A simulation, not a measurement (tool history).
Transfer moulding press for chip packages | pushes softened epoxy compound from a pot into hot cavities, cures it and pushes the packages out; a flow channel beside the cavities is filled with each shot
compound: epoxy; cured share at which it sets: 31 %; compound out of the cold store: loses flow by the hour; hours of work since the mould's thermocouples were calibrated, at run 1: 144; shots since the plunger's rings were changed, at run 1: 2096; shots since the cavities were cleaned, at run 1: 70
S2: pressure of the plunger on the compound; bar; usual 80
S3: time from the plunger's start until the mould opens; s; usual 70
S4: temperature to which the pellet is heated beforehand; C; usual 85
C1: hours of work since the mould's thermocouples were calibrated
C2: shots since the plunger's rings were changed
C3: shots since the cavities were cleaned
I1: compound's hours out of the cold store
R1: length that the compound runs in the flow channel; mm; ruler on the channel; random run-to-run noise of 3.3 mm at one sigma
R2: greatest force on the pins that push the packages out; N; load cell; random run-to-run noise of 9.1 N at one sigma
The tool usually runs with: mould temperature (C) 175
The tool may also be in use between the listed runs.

Run 1, hour 0: usual settings; C1 144; C2 2096; C3 70; I1 15.7. Result: R1 909 mm, R2 471 N.
Run 2, hour 9.2: usual settings; C1 149; C2 2220; C3 194; I1 35.3. Result: R1 824 mm, R2 532 N.
Run 3, hour 17.2: usual settings but S3 63 s; C1 153; C2 2327; C3 301; I1 31.6. Result: R1 835 mm, R2 734 N.
Run 4, hour 28: usual settings; C1 158; C2 2473; C3 447; I1 12.4. Result: R1 925 mm, R2 691 N.
Run 5, hour 33.3: usual settings but S3 54 s; C1 161; C2 2544; C3 518; I1 27.9. Result: R1 856 mm, R2 1328 N.
Run 6, hour 44.3: usual settings; C1 167; C2 2692; C3 666; I1 36.3. Result: R1 813 mm, R2 719 N.
At hour 50.3: cavities cleaned with cleaning compound and waxed.
Run 7, hour 50.3: usual settings but S4 81 C; C1 169; C2 2753; C3 0; I1 9.6. Result: R1 933 mm, R2 467 N.
Run 8, hour 56.4: usual settings but S4 81 C; C1 172; C2 2835; C3 82; I1 23.6. Result: R1 865 mm, R2 482 N.
Run 9, hour 64.5: usual settings but S3 72 s; C1 177; C2 2943; C3 190; I1 46.7. Result: R1 767 mm, R2 516 N.
Run 10, hour 72.3: usual settings but S3 72 s; C1 181; C2 3049; C3 296; I1 44.3. Result: R1 775 mm, R2 555 N.
Run 11, hour 82.9: usual settings but S2 99.9 bar; C1 186; C2 3191; C3 438; I1 43.3. Result: R1 863 mm, R2 635 N.
Run 12, hour 91.1: usual settings but S2 62.7 bar, S3 71 s, S4 88 C; C1 190; C2 3302; C3 549; I1 33.2. Result: R1 726 mm, R2 714 N.
Run 13, hour 101.2: usual settings but mould temperature (C) 182, S3 83 s; C1 196; C2 3438; C3 685; I1 16.2. Result: R1 883 mm, R2 589 N.
At hour 105.6: cavities cleaned with cleaning compound and waxed.
Run 14, hour 112.5: usual settings but mould temperature (C) 172; C1 201; C2 3570; C3 93; I1 11. Result: R1 934 mm, R2 623 N.
Run 15, hour 123.4: usual settings but mould temperature (C) 172; C1 206; C2 3716; C3 239; I1 36.6. Result: R1 805 mm, R2 659 N.
Run 16, hour 130.6: usual settings but S2 61.8 bar; C1 210; C2 3813; C3 336; I1 39.5. Result: R1 698 mm, R2 607 N.
Run 17, hour 136.9: usual settings but mould temperature (C) 173, S4 80 C; C1 213; C2 3897; C3 420; I1 37.7. Result: R1 806 mm, R2 746 N.

Take each entry between the runs: how does the hidden state at the last listed run before it differ from the hidden state at the first listed run after it?
In the gap between runs 6 and 7: cavities cleaned with cleaning compound and waxed (hour 50.3)
  pressure that reaches the compound, % of what is set: 95.44 -> 95.33; grip of the stained cavities, % over clean ones': 75.5 -> 2.3
  measured minus no-state result, R1: -19 -> -22 mm; R2: +311 -> +14 N
In the gap between runs 13 and 14: cavities cleaned with cleaning compound and waxed (hour 105.6)
  true mould temperature over the reading, C: -0.18 -> -0.19; pressure that reaches the compound, % of what is set: 94.22 -> 94; grip of the stained cavities, % over clean ones': 78.4 -> 16.7
  measured minus no-state result, R1: -26 -> -28 mm; R2: +260 -> +97 N
